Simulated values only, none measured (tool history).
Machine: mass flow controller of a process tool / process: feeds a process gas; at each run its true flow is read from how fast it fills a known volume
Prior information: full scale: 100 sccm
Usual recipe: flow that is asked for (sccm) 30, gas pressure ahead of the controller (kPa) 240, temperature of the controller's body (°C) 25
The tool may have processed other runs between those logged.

| run | hour | flow that is asked for (sccm) | gas pressure ahead of the controller (kPa) | temperature of the controller's body (°C) | true flow (%) |
|---|---|---|---|---|---|
| 1 | 0.0 | 30 | 240 | 25 | 97.57 |
| 2 | 175.5 | 30 | 240 | 25 | 97.34 |
| 3 | 318.8 | 30 | 240 | 25 | 97.29 |
| 4 | 542.5 | 30 | 240 | 25 | 97.06 |
| 5 | 676.1 | 30 | 240 | 25 | 97.02 |
| 6 | 770.5 | 30 | 240 | 25 | 96.90 |
| 7 | 953.8 | 77 | 240 | 25 | 98.34 |
| 8 | 1092.2 | 77 | 240 | 34 | 97.35 |
| 9 | 1205.0 | 77 | 240 | 34 | 97.33 |
| 10 | 1426.6 | 24 | 240 | 25 | 96.32 |
| 11 | 1638.4 | 24 | 240 | 25 | 96.18 |
| 12 | 1735.4 | 15 | 240 | 25 | 95.78 |
| 13 | 1835.4 | 30 | 240 | 25 | 96.28 |
| 14 | 1970.4 | 30 | 240 | 25 | 96.21 |
| 15 | 2188.4 | 30 | 240 | 25 | 96.01 |
| 16 | 2387.5 | 30 | 185 | 21 | 96.63 |
| 17 | 2615.4 | 14 | 240 | 30 | 94.62 |
| 18 | 2771.9 | 36 | 198 | 25 | 96.07 |
| 19 | 2916.2 | 94 | 214 | 34 | 96.85 |
| 20 | 3018.4 | 69 | 192 | 28 | 96.63 |
| 21 | 3171.3 | 69 | 192 | 28 | 96.57 |
|  | 3304.7 | controller exchanged for a calibrated one |
| 22 | 3372.2 | 69 | 193 | 33 | 95.80 |
| 23 | 3479.9 | 69 | 193 | 33 | 95.82 |
| 24 | 3598.1 | 30 | 240 | 37 | 93.66 |
|  | 3682.7 | gauge calibrated |
| 25 | 3788.9 | 14 | 251 | 37 | 95.46 |

Predict each of these 3 candidate next runs independently; none follows another, all start after run 25:
| A | 3884.6 | 15 | 240 | 25 | ? |
| B | 3884.6 | 59 | 157 | 23 | ? |
| C | 3884.6 | 14 | 251 | 37 | ? |

| run | true flow (%) |
|---|---|
| A | 96.78 |
| B | 98.88 |
| C | 95.27 |
Had the tool no hidden state, the same runs would have come out as:
| run | true flow (%) |
|---|---|
| A | 96.92 |
| B | 99.01 |
| C | 95.40 |
